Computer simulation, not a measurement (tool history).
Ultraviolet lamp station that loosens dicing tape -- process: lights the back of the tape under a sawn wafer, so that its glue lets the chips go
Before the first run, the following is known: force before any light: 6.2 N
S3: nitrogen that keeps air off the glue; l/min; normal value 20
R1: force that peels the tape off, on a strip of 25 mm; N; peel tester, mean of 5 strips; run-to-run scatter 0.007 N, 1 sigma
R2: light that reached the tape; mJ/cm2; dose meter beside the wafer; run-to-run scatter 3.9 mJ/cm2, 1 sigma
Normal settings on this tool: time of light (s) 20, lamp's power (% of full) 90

Run 1, day 0.000: usual settings. Result: R1 0.236 N, R2 666 mJ/cm2.
Run 2, day 3.438: usual settings. Result: R1 0.243 N, R2 675 mJ/cm2.
Run 3, day 5.200: usual settings but S3 6 l/min. Result: R1 0.571 N, R2 669 mJ/cm2.
Run 4, day 7.704: usual settings but lamp's power (% of full) 78. Result: R1 0.344 N, R2 581 mJ/cm2.
Run 5, day 11.104: usual settings but time of light (s) 33. Result: R1 0.120 N, R2 1105 mJ/cm2.
Run 6, day 13.242: usual settings but time of light (s) 33. Result: R1 0.130 N, R2 1110 mJ/cm2.
Run 7, day 15.662: usual settings but time of light (s) 32. Result: R1 0.127 N, R2 1074 mJ/cm2.
Run 8, day 18.546: usual settings but time of light (s) 32. Result: R1 0.126 N, R2 1068 mJ/cm2.
Run 9, day 21.596: usual settings but time of light (s) 32. Result: R1 0.132 N, R2 1073 mJ/cm2.
Run 10, day 23.796: usual settings but time of light (s) 14. Result: R1 0.537 N, R2 474 mJ/cm2.
Run 11, day 25.750: usual settings but time of light (s) 14, S3 10 l/min. Result: R1 0.807 N, R2 470 mJ/cm2.
Run 12, day 28.633: usual settings but time of light (s) 14, S3 10 l/min. Result: R1 0.845 N, R2 470 mJ/cm2.
Run 13, day 31.142: usual settings but time of light (s) 19, lamp's power (% of full) 97, S3 8 l/min. Result: R1 0.441 N, R2 686 mJ/cm2.

Missing from the log above: 2 entries noted between runs. For each, name the pair of listed runs it sits between and say how the tool's hidden condition differs from the listed run just before to the listed run just after:
From run 4 to run 5: window cleaned of glue's vapour (day 7.975)
  lamp's light, % of a new lamp's: 100 -> 99.9; light that the window lets through, % of a clean one's: 99.9 -> 100
From run 10 to run 11: window cleaned of glue's vapour (day 24.042)
  light that the window lets through, % of a clean one's: 99.9 -> 100
